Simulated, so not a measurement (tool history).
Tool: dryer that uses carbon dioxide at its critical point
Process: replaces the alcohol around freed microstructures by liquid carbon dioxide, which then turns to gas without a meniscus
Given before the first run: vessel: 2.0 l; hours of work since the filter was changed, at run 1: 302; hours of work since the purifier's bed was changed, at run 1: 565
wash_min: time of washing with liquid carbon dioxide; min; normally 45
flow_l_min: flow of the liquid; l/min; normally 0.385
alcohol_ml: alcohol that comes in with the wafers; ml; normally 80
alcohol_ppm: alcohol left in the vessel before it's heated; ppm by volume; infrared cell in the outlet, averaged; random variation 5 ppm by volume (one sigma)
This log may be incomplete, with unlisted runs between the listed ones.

run,hour,wash_min,flow_l_min,alcohol_ml,hours of work since the filter was changed,hours of work since the purifier's bed was changed,alcohol_ppm
1,0.0,45,0.385,80,302,565,121
2,25.8,45,0.385,80,322,585,117
3,62.5,45,0.385,80,350,613,128
4,91.6,45,0.385,80,372,635,122
5,126.4,45,0.385,96,399,662,150
6,168.0,45,0.385,96,431,694,154
7,194.5,45,0.385,96,451,714,148
8,218.6,45,0.239,96,469,732,603
9,243.2,45,0.239,96,488,751,639
# hour 257.4: inlet filter changed
10,281.7,45,0.239,96,19,780,461
11,314.4,45,0.239,96,44,805,469
12,332.9,45,0.385,80,58,819,165
13,375.3,45,0.385,80,90,852,168
14,409.9,45,0.385,80,117,878,174
15,435.9,45,0.385,80,137,898,183
16,473.8,45,0.385,80,166,927,187
17,505.4,45,0.385,80,190,952,181
18,531.7,45,0.385,80,210,972,189
19,558.0,45,0.385,80,231,992,185
20,596.5,45,0.385,80,260,1022,196
21,624.7,45,0.385,80,282,1043,199
22,665.0,45,0.385,80,313,1074,207
23,702.5,45,0.385,80,341,1103,214
24,721.6,45,0.385,80,356,1118,219
25,747.1,45,0.385,31,376,1137,216
26,780.5,45,0.385,31,401,1163,221
27,798.6,27,0.458,54,415,1177,305
28,817.3,27,0.427,54,430,1191,370
29,835.8,54,0.393,81,444,1205,219
30,870.6,60,0.393,81,470,1232,216
31,895.4,60,0.461,30,489,1251,230
# hour 907.8: inlet filter changed
32,914.5,27,0.238,94,5,1265,2583
33,937.4,30,0.533,24,23,1282,231
34,956.8,33,0.421,29,38,1297,250
# hour 964.9: purifier's bed changed
35,980.5,33,0.421,29,54,12,17
36,1019.7,33,0.421,29,84,42,32
37,1052.5,33,0.421,29,109,67,26
38,1094.9,31,0.344,29,141,100,125
39,1126.6,47,0.344,29,166,124,36
40,1149.9,47,0.344,29,183,142,33
41,1174.4,30,0.372,84,202,161,272
42,1209.6,30,0.372,84,229,188,288
43,1232.5,30,0.372,84,247,205,298
44,1258.9,30,0.372,84,267,226,302
45,1284.7,30,0.372,84,287,245,309
46,1315.0,30,0.372,84,310,269,330
47,1339.7,38,0.326,84,329,288,211

Hidden state or all else? Some run-to-run changes of alcohol_ppm, split into what the settings, what came in and random variation would give without the hidden state, and what is left for the hidden state (with any gauge scatter that isn't in both results):
Unlogged tool condition in this case: flow that reaches the vessel past the clogged filter, %; alcohol in the recycled carbon dioxide, ppm; drift of the gauge itself on alcohol_ppm, %.
Run 7 -> 8: flow_l_min 0.385 -> 0.239. alcohol_ppm +455 ppm by volume: hidden state +170, all else +285.
Run 9 -> 10: inlet filter changed. alcohol_ppm -178 ppm by volume: hidden state -187, all else +9.
Run 31 -> 32: wash_min 60 -> 27, flow_l_min 0.461 -> 0.238, alcohol_ml 30 -> 94, inlet filter changed. alcohol_ppm +2353 ppm by volume: hidden state +41, all else +2312.
Run 32 -> 33: wash_min 27 -> 30, flow_l_min 0.238 -> 0.533, alcohol_ml 94 -> 24. alcohol_ppm -2352 ppm by volume: hidden state -31, all else -2321.
Run 34 -> 35: purifier's bed changed. alcohol_ppm -233 ppm by volume: hidden state -224, all else -9.
